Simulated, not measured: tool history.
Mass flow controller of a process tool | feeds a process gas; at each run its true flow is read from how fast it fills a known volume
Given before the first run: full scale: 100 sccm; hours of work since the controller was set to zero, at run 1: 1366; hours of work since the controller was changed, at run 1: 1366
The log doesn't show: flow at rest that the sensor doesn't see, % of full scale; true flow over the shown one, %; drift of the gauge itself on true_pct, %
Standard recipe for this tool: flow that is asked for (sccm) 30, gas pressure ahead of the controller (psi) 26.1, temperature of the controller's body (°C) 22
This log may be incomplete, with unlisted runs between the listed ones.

| run | hour | flow that is asked for (sccm) | gas pressure ahead of the controller (psi) | temperature of the controller's body (°C) | hours of work since the controller was set to zero | hours of work since the controller was changed | true flow (%) |
|---|---|---|---|---|---|---|---|
| 1 | 0 | 30 | 26.1 | 22 | 1366 | 1366 | 98.71 |
| 2 | 165.3 | 30 | 26.1 | 22 | 1463 | 1463 | 98.93 |
| 3 | 308.8 | 30 | 26.1 | 22 | 1546 | 1546 | 98.99 |
| 4 | 453.2 | 30 | 26.1 | 22 | 1630 | 1630 | 98.95 |
| 5 | 600.2 | 30 | 26.1 | 22 | 1716 | 1716 | 98.94 |
| 6 | 787.8 | 30 | 26.1 | 22 | 1825 | 1825 | 99.16 |
| 7 | 880.1 | 30 | 26.1 | 22 | 1879 | 1879 | 99.04 |
| 8 | 1015.1 | 30 | 26.1 | 22 | 1957 | 1957 | 99.19 |
| 9 | 1196.2 | 30 | 26.1 | 31 | 2063 | 2063 | 98.35 |
| 10 | 1324 | 34 | 26.1 | 22 | 2137 | 2137 | 99.28 |
| 11 | 1452.7 | 34 | 26.1 | 22 | 2212 | 2212 | 99.35 |
| 12 | 1567.3 | 30 | 26.1 | 38 | 2279 | 2279 | 97.99 |
| 13 | 1738.5 | 30 | 26.1 | 38 | 2378 | 2378 | 98.01 |
| 14 | 1924.5 | 44 | 26.1 | 22 | 2487 | 2487 | 99.57 |
| 15 | 2069.1 | 30 | 40.5 | 22 | 2571 | 2571 | 99.29 |
| 16 | 2240 | 30 | 40.5 | 22 | 2670 | 2670 | 99.53 |
| 17 | 2388.2 | 30 | 26.1 | 22 | 2756 | 2756 | 99.65 |
| 18 | 2568.8 | 37 | 26.1 | 22 | 2862 | 2862 | 99.75 |
| 19 | 2726.9 | 37 | 26.1 | 22 | 2954 | 2954 | 99.77 |
| 20 | 2888.2 | 37 | 26.1 | 22 | 3048 | 3048 | 99.85 |
| 21 | 3001.3 | 37 | 26.1 | 22 | 3113 | 3113 | 99.88 |
| 22 | 3092.9 | 37 | 26.1 | 22 | 3167 | 3167 | 99.96 |
| 23 | 3272.2 | 37 | 26.1 | 22 | 3271 | 3271 | 100.11 |
| 24 | 3425.9 | 30 | 26.1 | 30 | 3361 | 3361 | 99.25 |
| 25 | 3547.1 | 30 | 26.1 | 30 | 3431 | 3431 | 99.4 |
| 26 | 3705.4 | 30 | 26.1 | 30 | 3523 | 3523 | 99.56 |
| 27 | 3840 | 30 | 26.1 | 30 | 3602 | 3602 | 99.51 |
| 28 | 4014.9 | 30 | 39 | 22 | 3703 | 3703 | 100.17 |
| 29 | 4179.9 | 39 | 21.6 | 23 | 3799 | 3799 | 100.19 |
| 30 | 4316.6 | 17 | 24.4 | 25 | 3879 | 3879 | 101.15 |
| 31 | 4438.2 | 41 | 38.4 | 31 | 3950 | 3950 | 99.39 |
|  | 4455.3 | controller's zero set anew |
| 32 | 4626 | 64 | 36.7 | 22 | 99 | 4059 | 101.09 |
| 33 | 4788.1 | 64 | 36.7 | 22 | 194 | 4153 | 101.17 |
|  | 4918.3 | controller's zero set anew, once more |
| 34 | 4977.6 | 64 | 36.7 | 22 | 35 | 4263 | 99.87 |
| 35 | 5125.8 | 64 | 36.7 | 22 | 121 | 4349 | 99.89 |
| 36 | 5297.1 | 73 | 29.4 | 24 | 221 | 4449 | 100.08 |
| 37 | 5435.6 | 73 | 29.4 | 24 | 301 | 4530 | 100.12 |
| 38 | 5619.6 | 84 | 21.2 | 22 | 408 | 4637 | 100.64 |
| 39 | 5695.7 | 84 | 21.2 | 22 | 452 | 4681 | 100.85 |
| 40 | 5791.1 | 51 | 24.7 | 29 | 508 | 4737 | 99.34 |
| 41 | 5968.8 | 25 | 30.6 | 20 | 611 | 4840 | 99.19 |
| 42 | 6132.6 | 13 | 26.5 | 20 | 707 | 4935 | 99.31 |
| 43 | 6276.5 | 25 | 36.3 | 23 | 791 | 5019 | 99.13 |
| 44 | 6373.2 | 26 | 37 | 22 | 847 | 5076 | 99.26 |
| 45 | 6465.9 | 17 | 23.4 | 34 | 901 | 5129 | 98.21 |
| 46 | 6589 | 17 | 23.4 | 34 | 972 | 5201 | 98.38 |
| 47 | 6740.1 | 17 | 23.4 | 34 | 1060 | 5289 | 98.48 |

Pick out some run-to-run changes in true flow (%). Of each, how much would a tool without hidden state show as well, from the settings, what came in and chance, and how much is left for the hidden state and any gauge scatter not in both results compared?
Run 13 -> 14: flow that is asked for (sccm) 30 -> 44, temperature of the controller's body (°C) 38 -> 22. true flow (%) +1.56: hidden state -0.28, all else +1.84.
Run 29 -> 30: flow that is asked for (sccm) 39 -> 17, gas pressure ahead of the controller (psi) 21.6 -> 24.4, temperature of the controller's body (°C) 23 -> 25. true flow (%) +0.96: hidden state +1.77, all else -0.81.
Run 30 -> 31: flow that is asked for (sccm) 17 -> 41, gas pressure ahead of the controller (psi) 24.4 -> 38.4, temperature of the controller's body (°C) 25 -> 31. true flow (%) -1.76: hidden state -1.76, all else +0.
Run 31 -> 32: flow that is asked for (sccm) 41 -> 64, gas pressure ahead of the controller (psi) 38.4 -> 36.7, temperature of the controller's body (°C) 31 -> 22, controller's zero set anew. true flow (%) +1.7: hidden state +0.03, all else +1.67.
Run 33 -> 34: controller's zero set anew, once more. true flow (%) -1.3: hidden state -1.25, all else -0.05.

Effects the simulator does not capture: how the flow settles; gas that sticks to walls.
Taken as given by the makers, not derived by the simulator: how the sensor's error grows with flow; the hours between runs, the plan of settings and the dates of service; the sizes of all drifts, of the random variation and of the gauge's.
